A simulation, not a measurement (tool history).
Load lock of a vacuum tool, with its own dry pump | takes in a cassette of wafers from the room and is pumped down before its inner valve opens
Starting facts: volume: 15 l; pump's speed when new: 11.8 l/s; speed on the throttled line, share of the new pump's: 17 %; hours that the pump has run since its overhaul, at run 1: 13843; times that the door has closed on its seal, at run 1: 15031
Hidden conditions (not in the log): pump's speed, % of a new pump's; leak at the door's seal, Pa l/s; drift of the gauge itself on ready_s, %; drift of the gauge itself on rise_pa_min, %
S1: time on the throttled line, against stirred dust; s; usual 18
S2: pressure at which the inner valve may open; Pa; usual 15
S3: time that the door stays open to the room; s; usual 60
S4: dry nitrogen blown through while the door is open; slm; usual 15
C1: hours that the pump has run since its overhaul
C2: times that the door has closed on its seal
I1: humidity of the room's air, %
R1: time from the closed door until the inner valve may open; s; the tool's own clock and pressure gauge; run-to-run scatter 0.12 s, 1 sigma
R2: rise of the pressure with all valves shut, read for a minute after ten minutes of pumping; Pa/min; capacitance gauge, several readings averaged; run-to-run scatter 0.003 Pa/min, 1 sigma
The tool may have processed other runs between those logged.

run 1 hour=0.0 | S1=18 S2=15 S3=60 S4=15 | C1=13843 C2=15031 | I1=49.2 | R1=27.7 R2=0.074
run 2 hour=225.5 | S1=18 S2=15 S3=60 S4=15 | C1=14069 C2=15400 | I1=41.5 | R1=27.7 R2=0.065
run 3 hour=407.7 | S1=18 S2=15 S3=60 S4=15 | C1=14251 C2=15698 | I1=43.5 | R1=27.9 R2=0.070
run 4 hour=695.6 | S1=18 S2=15 S3=60 S4=15 | C1=14539 C2=16168 | I1=41.6 | R1=27.7 R2=0.072
run 5 hour=901.8 | S1=18 S2=15 S3=60 S4=15 | C1=14745 C2=16505 | I1=48.5 | R1=28.1 R2=0.079
run 6 hour=1049.5 | S1=18 S2=15 S3=60 S4=15 | C1=14893 C2=16747 | I1=45.8 | R1=28.1 R2=0.074
run 7 hour=1249.9 | S1=18 S2=15 S3=60 S4=15 | C1=15093 C2=17074 | I1=40.8 | R1=28.0 R2=0.073
run 8 hour=1379.0 | S1=18 S2=15 S3=60 S4=15 | C1=15222 C2=17285 | I1=45.6 | R1=27.9 R2=0.077
run 9 hour=1670.7 | S1=30 S2=29 S3=60 S4=37 | C1=15514 C2=17762 | I1=44.9 | R1=36.2 R2=0.070
run 10 hour=1970.6 | S1=14 S2=15 S3=42 S4=8 | C1=15814 C2=18252 | I1=43.1 | R1=25.0 R2=0.081
run 11 hour=2225.2 | S1=18 S2=24 S3=180 S4=34 | C1=16069 C2=18668 | I1=44.2 | R1=27.4 R2=0.093
run 12 hour=2385.5 | S1=18 S2=24 S3=180 S4=34 | C1=16229 C2=18930 | I1=47.5 | R1=27.5 R2=0.095
run 13 hour=2610.9 | S1=32 S2=17 S3=181 S4=5 | C1=16454 C2=19298 | I1=43.6 | R1=39.0 R2=0.129
run 14 hour=2852.9 | S1=18 S2=29 S3=97 S4=16 | C1=16696 C2=19694 | I1=45.6 | R1=27.4 R2=0.097
-- hour=3047.5 dry pump taken out, an overhauled one fitted
run 15 hour=3104.8 | S1=24 S2=13 S3=174 S4=17 | C1=57 C2=20095 | I1=48.5 | R1=31.3 R2=0.121

Difference, measured minus no-hidden-state, one row per run. Run-to-run variation is common to both terms; the gauge's own scatter need not be:
run=1 R1=+1.6 R2=+0.035
run=2 R1=+1.7 R2=+0.036
run=3 R1=+1.7 R2=+0.037
run=4 R1=+1.7 R2=+0.039
run=5 R1=+1.8 R2=+0.039
run=6 R1=+1.8 R2=+0.041
run=7 R1=+1.9 R2=+0.043
run=8 R1=+1.8 R2=+0.042
run=9 R1=+1.2 R2=+0.045
run=10 R1=+2.1 R2=+0.047
run=11 R1=+1.8 R2=+0.049
run=12 R1=+1.9 R2=+0.049
run=13 R1=+1.4 R2=+0.052
run=14 R1=+1.9 R2=+0.053
run=15 R1=+0.0 R2=+0.056
